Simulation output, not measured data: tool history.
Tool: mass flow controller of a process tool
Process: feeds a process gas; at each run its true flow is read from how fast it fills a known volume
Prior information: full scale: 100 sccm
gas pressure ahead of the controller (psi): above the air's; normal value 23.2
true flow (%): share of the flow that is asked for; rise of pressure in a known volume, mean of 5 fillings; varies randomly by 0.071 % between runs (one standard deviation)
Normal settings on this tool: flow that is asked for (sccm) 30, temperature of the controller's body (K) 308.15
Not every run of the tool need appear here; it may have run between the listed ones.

run    hour  flow that is asked for (sccm)  gas pressure ahead of the controller (psi)  temperature of the controller's body (K)  true flow (%)
  1       0                             30                                        23.2                                    308.15         100.13
  2    48.3                             18                                        23.2                                    308.15          99.88
  3    92.3                             18                                        23.2                                    308.15         100.06
  4   140.2                             18                                        23.2                                    310.15         100.21
  5     199                             30                                        34.1                                    308.15         100.28
  6   249.3                             30                                        23.2                                    308.15         100.37
  7   328.8                             30                                        23.2                                    308.15          100.6
  8   386.1                             30                                        23.2                                    308.15         100.59
  9   426.2                             30                                        23.2                                    308.15         100.73
 10   459.5                             30                                        23.2                                    308.15         100.71
 11     495                             30                                        23.2                                    308.15          100.8
 12   552.2                             30                                        23.2                                    308.15         100.84
 13   609.9                             30                                        23.2                                    308.15         100.93
 14   681.4                             30                                        23.2                                    308.15         101.06
 15   740.1                             30                                        23.2                                    308.15         101.09
 16     781                             30                                        23.2                                    308.15          101.2
 17   816.2                             30                                        23.2                                    308.15         101.17
 18   885.7                             30                                        23.2                                    297.15         100.37
 19   957.2                             30                                        23.2                                    297.15         100.44
 20  1026.1                             30                                        25.4                                    308.15         101.48
 21  1060.9                             30                                        23.2                                    308.15         101.66
 22  1101.8                             30                                        23.2                                    308.15         101.74
 23  1158.5                             21                                        28.1                                    293.15          100.2
 24  1213.7                             21                                        28.1                                    293.15          100.4
 25  1265.7                             50                                        30.9                                    302.15         101.52
 26    1345                             50                                        30.9                                    302.15         101.69
 27  1407.9                             19                                        37.9                                    307.15         101.71
 28  1455.7                             19                                        37.4                                    302.15         101.38
 29  1496.3                             19                                        37.4                                    302.15         101.41
 30  1572.2                             17                                        33.8                                    302.15         101.51
 31  1638.1                             22                                        22.5                                    310.15         102.47
 32  1719.1                             30                                        21.8                                    302.15            102
     1727.5  -- gauge calibrated
 33  1758.8                             30                                        21.8                                    302.15          99.64
 34  1796.6                             30                                        21.8                                    302.15          99.66
 35  1836.4                             60                                          40                                    298.15          99.54
 36  1888.8                             99                                        23.2                                    308.15         101.15
 37  1967.6                             15                                        23.2                                    308.15         100.29
 38  2003.2                             15                                        23.2                                    308.15         100.28
 39  2081.1                             15                                        23.2                                    308.15         100.37
 40    2138                             15                                        31.8                                    294.15          99.11
 41  2210.9                             30                                        31.2                                    302.15         100.11
 42  2270.5                             76                                        26.8                                    310.15         101.61
 43  2303.8                             76                                        26.8                                    310.15         101.64
 44  2365.3                             72                                        33.2                                    310.15         101.61

For some of the steps in true flow (%) from one run to the next: how much would appear even if the tool had no hidden state, given the settings, what came in and random variation, and how much remains for the hidden state plus any gauge scatter that the measured result and the result without hidden state don't share?
Hidden state present: flow at rest that the sensor doesn't see, % of full scale; true flow over the shown one, %; drift of the gauge itself on true_pct, %.
Run 6 -> 7: no setting touched and nothing written in the log between the runs. true flow (%) +0.23: hidden state +0.12, all else +0.11.
Run 22 -> 23: flow that is asked for (sccm) 30 -> 21, gas pressure ahead of the controller (psi) 23.2 -> 28.1, temperature of the controller's body (K) 308.15 -> 293.15. true flow (%) -1.54: hidden state +0.06, all else -1.6.
Run 30 -> 31: flow that is asked for (sccm) 17 -> 22, gas pressure ahead of the controller (psi) 33.8 -> 22.5, temperature of the controller's body (K) 302.15 -> 310.15. true flow (%) +0.96: hidden state +0.12, all else +0.84.
Run 32 -> 33: gauge calibrated. true flow (%) -2.36: hidden state -2.44, all else +0.08.
Run 35 -> 36: flow that is asked for (sccm) 60 -> 99, gas pressure ahead of the controller (psi) 40 -> 23.2, temperature of the controller's body (K) 298.15 -> 308.15. true flow (%) +1.61: hidden state +0.08, all else +1.53.

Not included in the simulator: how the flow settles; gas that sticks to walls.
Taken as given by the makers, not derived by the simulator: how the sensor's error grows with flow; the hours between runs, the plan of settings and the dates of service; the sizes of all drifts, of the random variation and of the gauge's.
